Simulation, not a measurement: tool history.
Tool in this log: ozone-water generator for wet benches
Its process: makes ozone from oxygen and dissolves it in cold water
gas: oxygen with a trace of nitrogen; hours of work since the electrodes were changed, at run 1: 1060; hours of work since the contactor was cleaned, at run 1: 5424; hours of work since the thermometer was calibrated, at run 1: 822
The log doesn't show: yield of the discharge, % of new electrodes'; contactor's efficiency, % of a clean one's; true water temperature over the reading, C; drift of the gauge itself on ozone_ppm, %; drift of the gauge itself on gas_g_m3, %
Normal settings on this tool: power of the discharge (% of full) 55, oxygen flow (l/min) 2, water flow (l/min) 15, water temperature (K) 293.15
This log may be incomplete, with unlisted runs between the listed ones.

| run | hour | power of the discharge (% of full) | oxygen flow (l/min) | water flow (l/min) | water temperature (K) | hours of work since the electrodes were changed | hours of work since the contactor was cleaned | hours of work since the thermometer was calibrated | dissolved ozone (ppm) | ozone in the gas ahead of the water (g/m3) |
|---|---|---|---|---|---|---|---|---|---|---|
| 1 | 0 | 55 | 2 | 15 | 293.15 | 1060 | 5424 | 822 | 14.7 | 224 |
| 2 | 92 | 55 | 2 | 15 | 293.15 | 1119 | 5484 | 882 | 14.9 | 227.5 |
| 3 | 163 | 55 | 1.3 | 15 | 293.15 | 1166 | 5530 | 928 | 13.5 | 282 |
| 4 | 253.1 | 55 | 1.3 | 15 | 293.15 | 1224 | 5589 | 986 | 13.5 | 281.2 |
| 5 | 308.9 | 55 | 1.3 | 15 | 293.15 | 1260 | 5625 | 1023 | 13.6 | 278.2 |
| 6 | 394.4 | 55 | 1.3 | 15 | 293.15 | 1316 | 5680 | 1078 | 13.3 | 279.7 |
| 7 | 463.1 | 55 | 1.3 | 15 | 293.15 | 1360 | 5725 | 1123 | 13.6 | 278.9 |
| 8 | 552.3 | 55 | 1.3 | 15 | 293.15 | 1418 | 5783 | 1181 | 13.4 | 279.3 |
| 9 | 664.2 | 55 | 1.3 | 15 | 293.15 | 1491 | 5855 | 1253 | 13.2 | 278 |
| 10 | 717 | 44 | 1.3 | 15 | 293.15 | 1525 | 5889 | 1287 | 11.6 | 240.3 |
| 11 | 796.2 | 44 | 1.3 | 15 | 293.15 | 1576 | 5941 | 1339 | 11.6 | 237 |
| 12 | 887.6 | 55 | 2 | 15 | 293.15 | 1636 | 6000 | 1398 | 14.7 | 224.7 |
| 13 | 967.2 | 55 | 2 | 15 | 293.15 | 1687 | 6052 | 1450 | 14.7 | 222.6 |
| 14 | 1014.6 | 55 | 2 | 15 | 293.15 | 1718 | 6083 | 1480 | 14.8 | 223 |
| 15 | 1122 | 55 | 2 | 15 | 293.15 | 1788 | 6152 | 1550 | 14.9 | 221.9 |
| 16 | 1197.9 | 55 | 2 | 15 | 293.15 | 1837 | 6201 | 1599 | 14.7 | 222.3 |
| 17 | 1262.5 | 55 | 2 | 11 | 293.15 | 1879 | 6243 | 1641 | 19.4 | 222.7 |
| 18 | 1364.3 | 55 | 1.06 | 15 | 289.15 | 1945 | 6309 | 1707 | 12.9 | 306.6 |
|  | 1375 | contactor cleaned |
| 19 | 1437.7 | 55 | 2 | 20 | 293.15 | 1990 | 41 | 1752 | 10.9 | 223 |
| 20 | 1486 | 70 | 2.58 | 24 | 288.15 | 2021 | 72 | 1784 | 11.7 | 228.9 |
| 21 | 1549.1 | 55 | 1.32 | 21 | 289.15 | 2062 | 113 | 1825 | 9.4 | 273.2 |
| 22 | 1657.8 | 63 | 2.8 | 19 | 293.15 | 2133 | 183 | 1895 | 13.4 | 202.7 |
|  | 1696.3 | contactor cleaned, once more |
| 23 | 1761.6 | 63 | 2.8 | 19 | 293.15 | 2197 | 42 | 1960 | 13.9 | 202.3 |
| 24 | 1824 | 55 | 3.52 | 9 | 293.15 | 2238 | 83 | 2000 | 23.1 | 168.4 |
| 25 | 1883 | 74 | 1.49 | 15 | 297.15 | 2276 | 121 | 2039 | 16.4 | 311.1 |

Estimate the outcome of run 26 from the log above:
| 26 | 1956.1 | 73 | 2 | 15 | 293.15 | 2324 | 169 | 2086 | ? | ? |

{"run 26": {"dissolved ozone (ppm)": 17.7, "ozone in the gas ahead of the water (g/m3)": 265.8}}
On a tool with no hidden condition, and with the same random variation, this run would have come out at dissolved ozone (ppm) 18.7, ozone in the gas ahead of the water (g/m3) 278.2.

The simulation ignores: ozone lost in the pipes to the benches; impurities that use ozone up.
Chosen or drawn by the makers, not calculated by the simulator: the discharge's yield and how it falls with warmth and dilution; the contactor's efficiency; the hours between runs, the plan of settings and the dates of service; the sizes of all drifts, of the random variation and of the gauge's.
